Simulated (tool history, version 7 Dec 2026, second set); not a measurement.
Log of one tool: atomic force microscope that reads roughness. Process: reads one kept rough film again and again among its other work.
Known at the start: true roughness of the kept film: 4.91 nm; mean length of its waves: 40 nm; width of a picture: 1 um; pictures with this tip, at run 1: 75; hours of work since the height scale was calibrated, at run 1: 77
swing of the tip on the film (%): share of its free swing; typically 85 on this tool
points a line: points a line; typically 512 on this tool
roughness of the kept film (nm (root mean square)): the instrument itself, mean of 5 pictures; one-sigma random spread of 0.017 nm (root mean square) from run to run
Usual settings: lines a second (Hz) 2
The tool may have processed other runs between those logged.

run	hour	lines a second (Hz)	swing of the tip on the film (%)	points a line	pictures with this tip	hours of work since the height scale was calibrated	roughness of the kept film (nm (root mean square))
1	0	2	85	512	75	77	3.682
2	5.9	0.78	85	512	81	81	3.844
3	16.7	0.78	85	512	92	88	3.801
4	22.7	0.78	85	512	98	92	3.754
5	28.7	0.78	85	512	104	96	3.715
6	38.7	0.78	85	512	115	102	3.68
7	43.5	0.78	85	512	120	106	3.649
8	48.3	2	85	282	125	109	3.414
9	59.1	2	85	282	136	116	3.345
10	64.6	1.83	85	282	142	120	3.354
11	72.8	1.83	85	282	150	125	3.315
12	78	1.83	85	282	155	129	3.288
13	83.4	2	85	512	161	132	3.243
14	87.8	2	62	512	166	135	3.47
15	93	2	85	883	171	139	3.228
# hour 96.6: new tip fitted
16	101.2	2	74	512	5	144	4.232
17	106.1	2	85	512	10	147	3.999
18	113.1	2	85	512	17	152	4.005
19	119.1	2	85	512	23	156	3.941
20	124.2	2	85	512	29	159	3.933
21	131	2	85	512	36	163	3.862
22	135.4	2	88	512	40	166	3.802
23	146.3	2	88	512	51	174	3.703
24	155.2	2	81	512	61	180	3.771
25	164.7	2	85	512	70	186	3.661
26	174.2	2	85	512	80	192	3.6
27	181.4	2	85	512	88	197	3.567
28	190	3.7	60	512	97	203	3.733
29	195	1.36	85	345	102	206	3.608
30	200.7	2	85	701	108	210	3.47
31	206.1	0.94	85	632	113	213	3.621
32	212.4	1.17	85	654	120	217	3.563
33	219.9	2.9	85	974	127	222	3.266
34	228.6	2.9	56	492	136	228	3.561
35	235.4	2.9	56	492	143	233	3.517
36	242.9	2.9	56	492	151	238	3.513
37	249.2	0.92	64	492	158	242	3.491
38	258	2	71	859	167	248	3.369
# hour 265.2: new tip fitted
39	265.2	3.08	70	859	0	252	4.175
40	274.4	2	66	610	9	258	4.24
41	280.9	0.63	63	610	16	263	4.311
42	290.3	0.63	63	610	26	269	4.233
43	296.2	0.63	63	610	32	273	4.193
44	302.2	0.63	63	610	38	277	4.173
45	311.5	0.72	63	676	48	283	4.088
46	316.7	2.36	86	676	53	286	3.645
47	323.6	2.36	86	642	60	291	3.618
48	329.8	2	63	374	66	295	3.898
49	334.4	2	63	374	71	298	3.905
50	340.7	0.97	85	512	78	302	3.799
51	349.1	0.97	85	512	86	308	3.725
52	354.8	0.92	71	940	92	312	3.807

Each row is a separate what-if for the run after 52, all from the same tool condition, not one after another. Results?
A	360.5	0.92	59	885	98	315	?
B	360.5	3.77	84	940	98	315	?
C	360.5	2	85	589	98	315	?
D	360.5	3.21	70	940	98	315	?

run	roughness of the kept film (nm (root mean square))
A	3.843
B	3.289
C	3.505
D	3.58
The same runs, with their run-to-run variation unchanged, on a tool lacking any hidden condition would have given:
run	roughness of the kept film (nm (root mean square))
A	4.503
B	3.854
C	4.108
D	4.196
